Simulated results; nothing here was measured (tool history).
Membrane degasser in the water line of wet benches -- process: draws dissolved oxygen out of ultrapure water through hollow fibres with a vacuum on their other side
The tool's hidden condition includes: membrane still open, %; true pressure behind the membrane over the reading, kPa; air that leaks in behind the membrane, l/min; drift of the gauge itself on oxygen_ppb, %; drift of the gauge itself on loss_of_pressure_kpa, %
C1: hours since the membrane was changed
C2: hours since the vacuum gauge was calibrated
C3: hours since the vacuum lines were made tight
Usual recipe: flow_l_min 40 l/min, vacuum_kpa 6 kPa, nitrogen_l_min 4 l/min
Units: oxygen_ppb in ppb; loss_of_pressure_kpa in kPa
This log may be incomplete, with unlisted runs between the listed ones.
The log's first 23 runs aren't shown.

run 24 hour=3275.2 | flow_l_min=35 vacuum_kpa=5.74 nitrogen_l_min=5.73 | C1=10005 C2=540 C3=3082 | oxygen_ppb=68.5 loss_of_pressure_kpa=51.86
run 25 hour=3400.9 | flow_l_min=35 vacuum_kpa=5.74 nitrogen_l_min=5.73 | C1=10131 C2=666 C3=3208 | oxygen_ppb=69.1 loss_of_pressure_kpa=52.16
run 26 hour=3520.6 | flow_l_min=35 vacuum_kpa=5.74 nitrogen_l_min=5.73 | C1=10250 C2=786 C3=3328 | oxygen_ppb=69 loss_of_pressure_kpa=52.04
run 27 hour=3710.4 | flow_l_min=35 vacuum_kpa=5.74 nitrogen_l_min=5.73 | C1=10440 C2=975 C3=3517 | oxygen_ppb=69.8 loss_of_pressure_kpa=51.95
run 28 hour=3916.7 | flow_l_min=35 vacuum_kpa=4.82 nitrogen_l_min=11.29 | C1=10646 C2=1182 C3=3724 | oxygen_ppb=45.1 loss_of_pressure_kpa=51.83
run 29 hour=4047.7 | flow_l_min=47 vacuum_kpa=3.98 nitrogen_l_min=4 | C1=10777 C2=1313 C3=3855 | oxygen_ppb=84.3 loss_of_pressure_kpa=69.96
run 30 hour=4238.5 | flow_l_min=32 vacuum_kpa=8.84 nitrogen_l_min=1.88 | C1=10968 C2=1503 C3=4045 | oxygen_ppb=242.3 loss_of_pressure_kpa=47.72
run 31 hour=4423.2 | flow_l_min=40 vacuum_kpa=5.96 nitrogen_l_min=4 | C1=11153 C2=1688 C3=4230 | oxygen_ppb=109.6 loss_of_pressure_kpa=59.37
run 32 hour=4521 | flow_l_min=42 vacuum_kpa=3.84 nitrogen_l_min=1.91 | C1=11251 C2=1786 C3=4328 | oxygen_ppb=82.1 loss_of_pressure_kpa=62.64

Each row is a separate what-if for the run after 32, all from the same tool condition, not one after another. Results?
run A hour=4617.9 | flow_l_min=45 vacuum_kpa=4.86 nitrogen_l_min=4 | C1=11348 C2=1883 C3=4425 | oxygen_ppb=? loss_of_pressure_kpa=?
run B hour=4617.9 | flow_l_min=33 vacuum_kpa=11.91 nitrogen_l_min=6.32 | C1=11348 C2=1883 C3=4425 | oxygen_ppb=? loss_of_pressure_kpa=?
run C hour=4617.9 | flow_l_min=43 vacuum_kpa=6.61 nitrogen_l_min=9 | C1=11348 C2=1883 C3=4425 | oxygen_ppb=? loss_of_pressure_kpa=?

run=A oxygen_ppb=100.1 loss_of_pressure_kpa=67.51
run=B oxygen_ppb=139.9 loss_of_pressure_kpa=49.27
run=C oxygen_ppb=93.4 loss_of_pressure_kpa=64.11
The same runs, with their run-to-run variation unchanged, on a tool lacking any hidden condition would have given:
run=A oxygen_ppb=87.6 loss_of_pressure_kpa=64.57
run=B oxygen_ppb=132.2 loss_of_pressure_kpa=47.13
run=C oxygen_ppb=81.9 loss_of_pressure_kpa=61.31
